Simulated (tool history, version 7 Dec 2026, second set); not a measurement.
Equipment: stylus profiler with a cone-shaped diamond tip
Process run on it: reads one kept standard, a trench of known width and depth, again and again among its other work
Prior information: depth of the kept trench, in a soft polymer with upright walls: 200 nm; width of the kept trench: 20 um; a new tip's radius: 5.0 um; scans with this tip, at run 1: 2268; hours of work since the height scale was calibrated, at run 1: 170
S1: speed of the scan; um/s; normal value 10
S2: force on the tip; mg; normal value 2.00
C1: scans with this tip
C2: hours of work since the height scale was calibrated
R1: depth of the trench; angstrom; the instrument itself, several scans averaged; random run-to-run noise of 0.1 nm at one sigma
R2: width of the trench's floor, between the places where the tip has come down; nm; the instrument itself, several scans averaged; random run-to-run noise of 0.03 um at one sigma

run   hour  S1    S2    C1   C2      R1     R2
  1    0.0  10  2.00  2268  170  2019.6  16520
  2   30.2  10  2.68  2504  187  2024.4  16490
  3   47.2  10  2.68  2637  197  2024.9  16480
  4   70.2   4  2.00  2818  211  2020.5  16510
  5   95.2   4  2.00  3014  225  2020.3  16460
  6  120.7   4  2.00  3214  240  2021.9  16410
  7  151.8   4  2.00  3457  259  2022.6  16310
  8  172.5   4  2.00  3619  271  2020.2  16320
  9  202.8   4  2.00  3857  289  2023.6  16260
 10  218.9   4  2.00  3983  298  2023.0  16240
 11  232.0  10  4.38  4086  306  2033.8  16220
 12  261.9  10  4.38  4320  323  2033.7  16130
 13  282.6  10  4.32  4482  335  2034.8  16100
 14  305.8  10  4.32  4665  349  2034.9  16040
 15  331.5  10  4.32  4866  364  2034.6  16040
 16  353.6  10  4.32  5039  377  2034.1  16010
 17  383.4  12  2.00  5272  394  2021.9  15910
 18  403.6   6  2.00  5431  406  2023.3  15970
 19  430.1   6  2.00  5638  422  2023.4  15860
 20  456.9   6  2.00  5848  437  2023.8  15820
 21  474.8   6  2.00  5989  448  2021.0  15820
 22  502.9   8  0.84  6209  464  2014.2  15720
 23  527.0  19  2.15  6398  479  2026.1  15640
 24  553.9  14  2.15  6608  494  2024.3  15660
 25  576.4  14  2.15  6785  508  2023.5  15570
 26  602.0   7  2.68  6985  523  2027.4  15670
     604.5  -- height scale calibrated on a step standard
 27  628.2   7  2.68  7187   14  2029.3  15590
 28  656.2   7  2.68  7407   30  2030.1  15540
 29  683.8   5  1.46  7623   46  2020.7  15460
     696.9  -- height scale calibrated on a step standard, once more
 30  706.8  11  2.92  7799    6  2026.2  15430
 31  735.9  10  2.73  8027   23  2023.7  15420
 32  763.0  16  2.00  8239   39  2019.3  15280
 33  777.1  16  2.00  8350   47  2019.6  15280
 34  804.1   7  3.36  8562   63  2028.5  15260
 35  819.4  26  3.49  8681   72  2028.3  15260
     839.3  -- new tip fitted, height scale calibrated
 36  841.5  15  5.74    17    1  2037.1  17170
 37  866.7   9  3.69   214   16  2029.3  17080
 38  890.6   9  3.69   402   30  2029.7  17050
 39  916.7  38  0.84   606   45  2009.3  16670
 40  941.6  38  0.84   801   60  2010.9  16610
 41  957.7   9  1.65   928   69  2017.0  16890

3 options for the next run, each taken on its own from the tool as it stands now. Forecast them:
  A  972.0   9  1.48  1040  78   ?   ?
  B  972.0  19  1.34  1040  78   ?   ?
  C  972.0  11  5.83  1040  78   ?   ?

run      R1     R2
  A  2014.8  16830
  B  2015.1  16750
  C  2038.9  16820
The same runs, with their run-to-run variation unchanged, on a tool lacking any hidden condition would have given:
run      R1     R2
  A  2014.8  17110
  B  2015.1  17030
  C  2038.9  17100
